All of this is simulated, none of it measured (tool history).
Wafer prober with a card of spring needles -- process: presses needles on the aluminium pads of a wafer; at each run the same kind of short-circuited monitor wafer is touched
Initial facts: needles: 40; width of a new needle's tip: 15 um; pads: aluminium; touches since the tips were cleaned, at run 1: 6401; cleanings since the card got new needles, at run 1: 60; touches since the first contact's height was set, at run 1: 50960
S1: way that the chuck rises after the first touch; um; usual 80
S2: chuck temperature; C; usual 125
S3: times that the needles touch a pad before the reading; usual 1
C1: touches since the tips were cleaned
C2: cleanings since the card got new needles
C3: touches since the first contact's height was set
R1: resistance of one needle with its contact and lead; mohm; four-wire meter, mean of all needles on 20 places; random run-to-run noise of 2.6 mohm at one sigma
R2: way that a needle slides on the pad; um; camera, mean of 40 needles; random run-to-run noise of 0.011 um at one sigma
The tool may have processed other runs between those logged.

| run | hour | S1 | S2 | S3 | C1 | C2 | C3 | R1 | R2 |
|---|---|---|---|---|---|---|---|---|---|
| 1 | 0.0 | 80 | 125 | 1 | 6401 | 60 | 50960 | 345 | 15.19 |
|  | 6.0 | tips cleaned on abrasive film |
|  | 22.5 | tips cleaned on abrasive film |
| 2 | 24.0 | 80 | 125 | 1 | 813 | 62 | 64144 | 308 | 15.16 |
|  | 37.0 | height of the first contact set anew |
|  | 39.1 | tips cleaned on abrasive film |
| 3 | 42.0 | 80 | 125 | 1 | 1633 | 63 | 2745 | 319 | 15.22 |
|  | 56.6 | tips cleaned on abrasive film |
| 4 | 60.5 | 98 | 125 | 1 | 2159 | 64 | 12929 | 309 | 18.64 |
|  | 74.1 | tips cleaned on abrasive film |
| 5 | 85.9 | 98 | 125 | 1 | 6498 | 65 | 26899 | 326 | 18.62 |
|  | 91.3 | tips cleaned on abrasive film |
|  | 107.9 | tips cleaned on abrasive film |
| 6 | 109.5 | 80 | 125 | 1 | 885 | 67 | 39844 | 312 | 15.16 |
|  | 125.4 | tips cleaned on abrasive film |
| 7 | 137.6 | 80 | 125 | 1 | 6712 | 68 | 55339 | 347 | 15.18 |
|  | 142.6 | tips cleaned on abrasive film |
|  | 159.3 | tips cleaned on abrasive film |
|  | 164.3 | height of the first contact set anew |
| 8 | 164.3 | 80 | 125 | 1 | 2585 | 70 | 0 | 325 | 15.22 |
|  | 178.5 | tips cleaned on abrasive film |
| 9 | 181.8 | 85 | 125 | 1 | 1868 | 71 | 9661 | 321 | 16.18 |
|  | 195.6 | tips cleaned on abrasive film |
| 10 | 206.2 | 78 | 125 | 1 | 5873 | 72 | 23117 | 344 | 14.83 |
|  | 214.0 | tips cleaned on abrasive film |
|  | 231.1 | tips cleaned on abrasive film |
| 11 | 231.1 | 78 | 125 | 1 | 0 | 74 | 36771 | 301 | 14.78 |
|  | 248.5 | tips cleaned on abrasive film |
| 12 | 258.4 | 70 | 125 | 1 | 5474 | 75 | 51824 | 357 | 13.26 |
|  | 266.5 | tips cleaned on abrasive film |
|  | 283.4 | tips cleaned on abrasive film |
| 13 | 288.6 | 77 | 122 | 3 | 2924 | 77 | 68450 | 312 | 14.60 |
|  | 292.0 | height of the first contact set anew |
|  | 301.9 | tips cleaned on abrasive film |
| 14 | 306.6 | 75 | 125 | 2 | 2618 | 78 | 8036 | 320 | 14.27 |
|  | 320.2 | tips cleaned on abrasive film |
|  | 336.5 | tips cleaned on abrasive film |
| 15 | 338.2 | 75 | 125 | 2 | 955 | 80 | 25404 | 305 | 14.26 |
|  | 353.1 | tips cleaned on abrasive film |
| 16 | 359.0 | 94 | 29 | 2 | 3252 | 81 | 36844 | 285 | 17.87 |
|  | 371.9 | tips cleaned on abrasive film |
|  | 390.3 | tips cleaned on abrasive film |
| 17 | 390.6 | 94 | 29 | 2 | 148 | 83 | 54231 | 272 | 17.84 |
|  | 407.0 | tips cleaned on abrasive film |
| 18 | 415.3 | 94 | 29 | 2 | 4621 | 84 | 67851 | 289 | 17.83 |
|  | 419.8 | height of the first contact set anew |
|  | 425.4 | tips cleaned on abrasive film |
| 19 | 431.9 | 94 | 29 | 2 | 3641 | 85 | 6636 | 292 | 17.88 |
|  | 443.0 | tips cleaned on abrasive film |
| 20 | 449.0 | 97 | 64 | 2 | 3286 | 86 | 16009 | 294 | 18.45 |
|  | 459.5 | tips cleaned on abrasive film |
|  | 478.0 | tips cleaned on abrasive film |
| 21 | 478.4 | 84 | 88 | 2 | 229 | 88 | 32203 | 289 | 15.96 |
|  | 496.6 | tips cleaned on abrasive film |
| 22 | 508.8 | 86 | 36 | 1 | 6787 | 89 | 48980 | 320 | 16.32 |
|  | 513.2 | tips cleaned on abrasive film |
|  | 529.7 | tips cleaned on abrasive film |
| 23 | 529.7 | 82 | 67 | 1 | 0 | 91 | 60429 | 286 | 15.55 |
|  | 547.7 | tips cleaned on abrasive film |
|  | 548.0 | height of the first contact set anew |
| 24 | 548.4 | 74 | 99 | 2 | 199 | 92 | 199 | 297 | 14.07 |

Predict each of these 4 candidate next runs independently; none follows another, all start after run 24:
|  | 565.2 | tips cleaned on abrasive film |
| A | 569.8 | 74 | 90 | 2 | 2546 | 93 | 11992 | ? | ? |
|  | 565.2 | tips cleaned on abrasive film |
| B | 569.8 | 85 | 37 | 2 | 2546 | 93 | 11992 | ? | ? |
|  | 565.2 | tips cleaned on abrasive film |
| C | 569.8 | 70 | 48 | 1 | 2546 | 93 | 11992 | ? | ? |
|  | 565.2 | tips cleaned on abrasive film |
| D | 569.8 | 96 | 52 | 1 | 2546 | 93 | 11992 | ? | ? |

| run | R1 | R2 |
|---|---|---|
| A | 307 | 14.07 |
| B | 291 | 16.15 |
| C | 313 | 13.31 |
| D | 295 | 18.25 |
With no hidden state in the tool, these same runs would have given:
| run | R1 | R2 |
|---|---|---|
| A | 287 | 14.08 |
| B | 274 | 16.16 |
| C | 275 | 13.32 |
| D | 273 | 18.26 |
